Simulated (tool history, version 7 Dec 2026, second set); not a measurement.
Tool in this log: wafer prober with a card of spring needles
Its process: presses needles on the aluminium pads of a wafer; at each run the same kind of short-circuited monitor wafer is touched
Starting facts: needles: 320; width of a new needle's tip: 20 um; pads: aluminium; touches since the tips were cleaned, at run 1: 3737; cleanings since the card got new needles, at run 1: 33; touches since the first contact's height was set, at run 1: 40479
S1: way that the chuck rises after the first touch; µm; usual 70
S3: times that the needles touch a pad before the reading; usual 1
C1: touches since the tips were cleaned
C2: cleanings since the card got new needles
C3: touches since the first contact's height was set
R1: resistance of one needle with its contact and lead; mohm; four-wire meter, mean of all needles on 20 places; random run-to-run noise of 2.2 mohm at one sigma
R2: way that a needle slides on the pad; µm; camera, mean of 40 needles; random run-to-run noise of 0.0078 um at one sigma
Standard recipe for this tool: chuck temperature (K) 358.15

Run 1, day 0.000: usual settings; C1 3737; C2 33; C3 40479. Result: R1 245 mohm, R2 8.748 µm.
At day 0.500: tips cleaned on abrasive film.
At day 1.829: tips cleaned on abrasive film.
Run 2, day 2.117: usual settings; C1 1290; C2 35; C3 49936. Result: R1 245 mohm, R2 8.746 µm.
At day 3.204: tips cleaned on abrasive film.
Run 3, day 3.929: usual settings; C1 3250; C2 36; C3 58043. Result: R1 247 mohm, R2 8.749 µm.
At day 4.458: tips cleaned on abrasive film.
At day 5.688: tips cleaned on abrasive film.
Run 4, day 6.100: usual settings; C1 1860; C2 38; C3 67750. Result: R1 248 mohm, R2 8.739 µm.
At day 6.933: tips cleaned on abrasive film.
At day 8.196: tips cleaned on abrasive film.
Run 5, day 8.250: usual settings; C1 243; C2 40; C3 77355. Result: R1 245 mohm, R2 8.749 µm.
At day 9.450: tips cleaned on abrasive film.
Run 6, day 9.888: usual settings; C1 1973; C2 41; C3 84684. Result: R1 245 mohm, R2 8.729 µm.
At day 10.750: tips cleaned on abrasive film.
Run 7, day 11.138: usual settings; C1 1733; C2 42; C3 90266. Result: R1 246 mohm, R2 8.740 µm.
At day 12.004: tips cleaned on abrasive film.
Run 8, day 12.421: usual settings but S1 68 µm; C1 1868; C2 43; C3 96003. Result: R1 245 mohm, R2 8.495 µm.
At day 13.275: tips cleaned on abrasive film.
Run 9, day 13.492: usual settings but chuck temperature (K) 335.15; C1 986; C2 44; C3 100796. Result: R1 239 mohm, R2 8.734 µm.
At day 14.579: tips cleaned on abrasive film.
Run 10, day 14.633: usual settings but chuck temperature (K) 311.15; C1 233; C2 45; C3 105886. Result: R1 231 mohm, R2 8.735 µm.
At day 15.975: tips cleaned on abrasive film.
Run 11, day 16.879: usual settings but chuck temperature (K) 311.15; C1 4049; C2 46; C3 115935. Result: R1 236 mohm, R2 8.728 µm.
At day 17.246: tips cleaned on abrasive film.
At day 18.567: tips cleaned on abrasive film.
Run 12, day 19.092: usual settings but chuck temperature (K) 375.15; C1 2351; C2 48; C3 125834. Result: R1 247 mohm, R2 8.736 µm.
At day 19.838: tips cleaned on abrasive film.
At day 21.138: tips cleaned on abrasive film.
Run 13, day 21.558: usual settings but S1 83 µm, chuck temperature (K) 303.15; C1 1891; C2 50; C3 136864. Result: R1 229 mohm, R2 10.363 µm.
At day 22.400: tips cleaned on abrasive film.
Run 14, day 23.108: usual settings but S1 61 µm; C1 3173; C2 51; C3 143791. Result: R1 249 mohm, R2 7.613 µm.
At day 23.788: tips cleaned on abrasive film.
At day 25.129: tips cleaned on abrasive film.
Run 15, day 25.442: usual settings but S1 61 µm; C1 1387; C2 53; C3 154208. Result: R1 245 mohm, R2 7.632 µm.
At day 26.512: tips cleaned on abrasive film.
Run 16, day 27.058: usual settings but S1 61 µm, chuck temperature (K) 300.15, S3 2; C1 2464; C2 54; C3 161456. Result: R1 233 mohm, R2 7.637 µm.
At day 27.875: tips cleaned on abrasive film.
At day 29.133: tips cleaned on abrasive film.
Run 17, day 29.404: usual settings but S1 61 µm, chuck temperature (K) 300.15, S3 2; C1 1224; C2 56; C3 171938. Result: R1 239 mohm, R2 7.612 µm.
At day 30.442: tips cleaned on abrasive film.
Run 18, day 31.333: usual settings but S1 61 µm, chuck temperature (K) 300.15, S3 2; C1 4009; C2 57; C3 180573. Result: R1 232 mohm, R2 7.618 µm.
At day 31.496: height of the first contact set anew.
At day 31.708: tips cleaned on abrasive film.
Run 19, day 32.833: usual settings but S1 87 µm, chuck temperature (K) 300.15, S3 2; C1 5048; C2 58; C3 5981. Result: R1 225 mohm, R2 10.857 µm.
At day 33.038: tips cleaned on abrasive film.
At day 34.279: tips cleaned on abrasive film.
Run 20, day 34.467: usual settings but S1 83 µm, chuck temperature (K) 315.15, S3 2; C1 842; C2 60; C3 13271. Result: R1 230 mohm, R2 10.366 µm.
At day 35.612: tips cleaned on abrasive film.
Run 21, day 36.517: usual settings but S1 80 µm, chuck temperature (K) 312.15, S3 3; C1 4059; C2 61; C3 22456. Result: R1 229 mohm, R2 10.000 µm.
At day 36.917: tips cleaned on abrasive film.
Run 22, day 37.933: usual settings but S1 80 µm, chuck temperature (K) 308.15; C1 4570; C2 62; C3 28785. Result: R1 232 mohm, R2 9.997 µm.
At day 38.208: tips cleaned on abrasive film.
At day 39.521: tips cleaned on abrasive film.
Run 23, day 39.896: usual settings but S1 80 µm, chuck temperature (K) 308.15; C1 1684; C2 64; C3 37548. Result: R1 233 mohm, R2 10.011 µm.
At day 40.812: tips cleaned on abrasive film.
Run 24, day 42.000: usual settings but S1 50 µm; C1 5326; C2 65; C3 46958. Result: R1 251 mohm, R2 6.243 µm.

What if the next run were any one of these 3? Each begins from the tool's condition after run 24:
At day 42.150: tips cleaned on abrasive film.
At day 43.533: tips cleaned on abrasive film.
Run A, day 43.533: usual settings but S1 85 µm, chuck temperature (K) 349.15; C1 0; C2 67; C3 53811. Result: R1 ?, R2 ?.
At day 42.150: tips cleaned on abrasive film.
At day 43.533: tips cleaned on abrasive film.
Run B, day 43.533: usual settings but S1 65 µm, chuck temperature (K) 333.15, S3 2; C1 0; C2 67; C3 53811. Result: R1 ?, R2 ?.
At day 42.150: tips cleaned on abrasive film.
At day 43.533: tips cleaned on abrasive film.
Run C, day 43.533: usual settings but S1 71 µm, chuck temperature (K) 335.15; C1 0; C2 67; C3 53811. Result: R1 ?, R2 ?.

run   R1      R2
  A  241  10.599
  B  238   8.126
  C  238   8.869
Without the tool's hidden state the same runs would have given:
run   R1      R2
  A  241  10.599
  B  238   8.126
  C  238   8.869

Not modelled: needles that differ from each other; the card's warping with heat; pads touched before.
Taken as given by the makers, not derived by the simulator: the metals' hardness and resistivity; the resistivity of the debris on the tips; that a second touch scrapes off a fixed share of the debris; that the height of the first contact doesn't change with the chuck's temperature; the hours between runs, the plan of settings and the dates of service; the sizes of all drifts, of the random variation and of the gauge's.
